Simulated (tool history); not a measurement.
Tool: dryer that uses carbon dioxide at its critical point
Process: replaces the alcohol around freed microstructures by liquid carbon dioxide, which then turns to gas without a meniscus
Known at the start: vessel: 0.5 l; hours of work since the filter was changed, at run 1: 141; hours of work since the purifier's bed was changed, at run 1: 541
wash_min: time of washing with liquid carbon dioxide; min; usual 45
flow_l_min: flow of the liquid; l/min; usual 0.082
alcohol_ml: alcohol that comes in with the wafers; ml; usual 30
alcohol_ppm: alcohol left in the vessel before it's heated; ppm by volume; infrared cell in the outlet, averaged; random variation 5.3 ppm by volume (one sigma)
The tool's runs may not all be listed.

| run | hour | wash_min | flow_l_min | alcohol_ml | hours of work since the filter was changed | hours of work since the purifier's bed was changed | alcohol_ppm |
|---|---|---|---|---|---|---|---|
| 1 | 0 | 45 | 0.082 | 30 | 141 | 541 | 254 |
| 2 | 41.3 | 45 | 0.082 | 30 | 155 | 556 | 250 |
| 3 | 67.1 | 45 | 0.082 | 30 | 164 | 565 | 255 |
| 4 | 105.1 | 45 | 0.082 | 56 | 178 | 578 | 405 |
| 5 | 135 | 45 | 0.082 | 56 | 188 | 588 | 408 |
| 6 | 170.8 | 45 | 0.082 | 56 | 201 | 601 | 420 |
| 7 | 201.2 | 45 | 0.082 | 22 | 211 | 612 | 228 |
| 8 | 236.4 | 45 | 0.082 | 22 | 224 | 624 | 229 |
| 9 | 256.6 | 58 | 0.082 | 30 | 231 | 631 | 151 |
| 10 | 285.2 | 45 | 0.082 | 30 | 241 | 641 | 290 |
| 11 | 316.2 | 35 | 0.082 | 30 | 252 | 652 | 739 |
| 12 | 341 | 35 | 0.082 | 30 | 260 | 660 | 767 |
| 13 | 373.7 | 45 | 0.0688 | 30 | 272 | 672 | 617 |
| 14 | 391.2 | 45 | 0.0688 | 35 | 278 | 678 | 694 |
| 15 | 415 | 45 | 0.06 | 35 | 286 | 686 | 1272 |
| 16 | 441.2 | 45 | 0.1201 | 30 | 295 | 696 | 135 |
| 17 | 467.8 | 60 | 0.082 | 30 | 305 | 705 | 159 |
| 18 | 487.8 | 45 | 0.082 | 80 | 312 | 712 | 640 |
| 19 | 505 | 45 | 0.082 | 80 | 318 | 718 | 641 |
| 20 | 526.9 | 45 | 0.082 | 66 | 325 | 726 | 564 |
| 21 | 553.6 | 45 | 0.082 | 23 | 335 | 735 | 285 |
| 22 | 592.5 | 45 | 0.082 | 23 | 348 | 748 | 290 |
| 23 | 618.3 | 45 | 0.082 | 23 | 357 | 758 | 298 |
| 24 | 659.4 | 50 | 0.0996 | 21 | 372 | 772 | 166 |
| 25 | 677.6 | 62 | 0.1038 | 78 | 378 | 778 | 151 |
| 26 | 700.5 | 53 | 0.0714 | 32 | 386 | 786 | 353 |
| 27 | 736.4 | 41 | 0.0877 | 36 | 399 | 799 | 429 |
| 28 | 755.6 | 31 | 0.0973 | 28 | 406 | 806 | 656 |
| 29 | 784 | 45 | 0.0798 | 30 | 415 | 816 | 396 |
| 30 | 817.8 | 43 | 0.0553 | 30 | 427 | 827 | 1987 |
| 31 | 837.5 | 43 | 0.0553 | 30 | 434 | 834 | 1993 |
| 32 | 872.3 | 43 | 0.0553 | 30 | 446 | 846 | 2028 |
| 33 | 900.1 | 33 | 0.0869 | 84 | 456 | 856 | 2333 |
| 34 | 935.5 | 53 | 0.0496 | 37 | 468 | 869 | 1911 |
| 35 | 968.6 | 63 | 0.082 | 116 | 480 | 880 | 257 |
|  | 992.1 | inlet filter changed |
| 36 | 1002.7 | 63 | 0.082 | 116 | 4 | 892 | 209 |
| 37 | 1032.2 | 57 | 0.0596 | 30 | 14 | 902 | 391 |
| 38 | 1071.3 | 57 | 0.0596 | 30 | 28 | 916 | 410 |

Run 39 comes next. What will it give?
| 39 | 1095.4 | 57 | 0.0596 | 30 | 36 | 924 | ? |

alcohol_ppm: 413 ppm by volume
Without the tool's hidden state the same run would have given alcohol_ppm 241 ppm by volume.
